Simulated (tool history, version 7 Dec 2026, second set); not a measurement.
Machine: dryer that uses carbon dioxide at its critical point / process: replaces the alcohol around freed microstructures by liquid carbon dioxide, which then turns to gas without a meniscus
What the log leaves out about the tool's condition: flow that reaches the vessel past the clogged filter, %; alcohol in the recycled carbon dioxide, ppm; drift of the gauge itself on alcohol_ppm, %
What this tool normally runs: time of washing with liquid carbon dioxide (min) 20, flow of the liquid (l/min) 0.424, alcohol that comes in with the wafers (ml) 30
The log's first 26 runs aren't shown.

run	hour	time of washing with liquid carbon dioxide (min)	flow of the liquid (l/min)	alcohol that comes in with the wafers (ml)	hours of work since the filter was changed	hours of work since the purifier's bed was changed	alcohol left in the vessel before it's heated (ppm by volume)
27	321.0	21	0.501	36	345	283	106
28	330.6	21	0.501	36	349	287	114
29	344.9	21	0.501	36	355	293	114
30	357.4	14	0.541	56	360	298	241
# hour 368.1: inlet filter changed
31	371.9	14	0.541	56	2	303	170
32	378.4	16	0.316	45	4	306	631
33	389.4	15	0.316	83	9	310	1430
34	399.6	18	0.424	24	13	314	147
35	413.7	16	0.599	30	18	320	118
36	420.8	16	0.599	30	21	323	125
37	436.5	13	0.424	37	28	329	403
38	448.5	13	0.397	29	32	334	443
39	464.5	27	0.464	77	39	340	127
40	477.3	20	0.257	66	44	346	974
41	488.1	13	0.320	21	48	350	723
42	503.3	13	0.320	21	54	356	712
43	514.8	24	0.339	28	59	361	162
44	524.3	32	0.424	21	63	365	137
45	533.2	32	0.331	38	67	368	141
46	540.5	32	0.331	38	70	371	142

Consider 3 possible next runs. They are alternatives, not a sequence: every one starts from the tool as it was left by run 46. What does each give?
A	549.2	18	0.700	39	73	375	?
B	549.2	22	0.365	117	73	375	?
C	549.2	16	0.358	30	73	375	?

run	alcohol left in the vessel before it's heated (ppm by volume)
A	147
B	251
C	356
What these runs would have given with no unlogged condition in the tool:
run	alcohol left in the vessel before it's heated (ppm by volume)
A	10
B	95
C	194
